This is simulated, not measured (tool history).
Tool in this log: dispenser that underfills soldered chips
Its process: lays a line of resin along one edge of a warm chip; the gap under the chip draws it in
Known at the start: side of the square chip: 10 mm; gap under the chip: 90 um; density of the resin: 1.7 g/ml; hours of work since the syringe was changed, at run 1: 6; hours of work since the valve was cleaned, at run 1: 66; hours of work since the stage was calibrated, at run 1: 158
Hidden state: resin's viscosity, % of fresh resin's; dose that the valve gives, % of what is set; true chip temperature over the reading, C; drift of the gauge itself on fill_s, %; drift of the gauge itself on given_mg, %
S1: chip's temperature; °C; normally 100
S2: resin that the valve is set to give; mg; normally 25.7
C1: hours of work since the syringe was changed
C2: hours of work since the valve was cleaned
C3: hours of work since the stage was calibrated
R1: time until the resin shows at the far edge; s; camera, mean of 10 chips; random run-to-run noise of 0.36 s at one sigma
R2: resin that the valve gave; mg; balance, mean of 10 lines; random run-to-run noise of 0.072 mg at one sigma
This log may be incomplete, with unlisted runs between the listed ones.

run,hour,S1,S2,C1,C2,C3,R1,R2
1,0.0,100,25.7,6,66,158,34.8,24.65
2,3.1,100,25.7,9,68,160,40.7,24.63
# hour 5.3: new syringe of resin
3,6.1,100,25.7,1,70,162,21.8,24.54
4,10.1,100,25.7,3,73,165,27.6,24.59
5,12.6,100,25.7,5,74,166,31.5,24.45
6,15.3,100,25.7,7,76,168,36.0,24.66
7,19.0,100,24.4,10,79,171,44.8,23.18
# hour 19.8: new syringe of resin
8,22.9,100,25.7,2,81,174,25.1,24.52
# hour 25.9: dispensing valve cleaned and set on the balance
9,28.0,100,25.7,5,1,176,32.2,25.82
10,33.0,100,25.7,9,5,180,40.1,25.74
# hour 35.1: new syringe of resin
11,38.6,100,25.7,3,9,184,25.2,25.65
12,43.1,100,25.7,6,12,187,33.1,25.51
13,46.7,100,25.7,8,14,189,40.5,25.68
# hour 49.3: new syringe of resin
14,50.8,100,25.7,1,17,192,22.8,25.56
15,54.5,100,25.7,4,20,195,28.5,25.63
16,58.5,100,25.7,7,23,198,34.7,25.35
# hour 63.8: new syringe of resin
17,63.8,100,25.7,0,26,201,21.9,25.29
18,69.4,100,26.8,4,30,205,29.0,26.48
19,72.1,100,26.8,6,32,207,33.7,26.40
20,77.6,108,22.9,10,36,211,34.8,22.42
# hour 78.5: new syringe of resin
21,82.9,106,33.2,3,40,215,21.7,32.60
22,88.4,92,32.8,7,43,218,49.1,31.98
23,91.3,92,32.8,9,46,220,55.6,31.92
# hour 93.0: new syringe of resin
24,95.6,100,26.4,2,48,223,24.8,25.76
25,98.6,100,26.4,4,50,225,29.0,25.69
26,104.5,110,31.6,8,55,230,27.4,30.68
# hour 107.7: new syringe of resin
27,109.4,96,27.7,1,58,233,27.0,26.81
28,113.8,96,27.7,4,61,236,35.1,26.74
29,117.8,100,22.5,7,64,239,38.2,21.61
# hour 122.1: new syringe of resin
30,122.6,104,32.5,0,67,242,19.6,31.45
31,128.0,99,25.7,4,71,246,31.0,24.64
32,131.2,101,25.7,6,73,248,35.0,24.67
# hour 136.4: new syringe of resin
33,137.5,112,24.0,1,77,252,16.3,22.85
34,140.0,114,28.2,3,79,254,16.4,27.00
35,143.8,113,23.2,5,82,257,20.8,22.14

Forecast each of these 5 alternatives for the next run:
# hour 146.0: dispensing valve cleaned and set on the balance
A,150.9,103,29.7,10,3,261,?,?
# hour 146.0: dispensing valve cleaned and set on the balance
B,150.9,95,23.9,10,3,261,?,?
# hour 146.0: dispensing valve cleaned and set on the balance
C,150.9,102,24.2,10,3,261,?,?
# hour 146.0: dispensing valve cleaned and set on the balance
D,150.9,102,24.4,10,3,261,?,?
# hour 146.0: dispensing valve cleaned and set on the balance
E,150.9,87,25.7,10,3,261,?,?

run,R1,R2
A,40.7,29.75
B,53.5,23.79
C,42.4,24.18
D,41.8,24.48
E,71.5,25.70
With no hidden state in the tool, these same runs would have given:
run,R1,R2
A,18.7,29.81
B,24.2,23.84
C,19.7,24.23
D,19.2,24.53
E,32.4,25.75

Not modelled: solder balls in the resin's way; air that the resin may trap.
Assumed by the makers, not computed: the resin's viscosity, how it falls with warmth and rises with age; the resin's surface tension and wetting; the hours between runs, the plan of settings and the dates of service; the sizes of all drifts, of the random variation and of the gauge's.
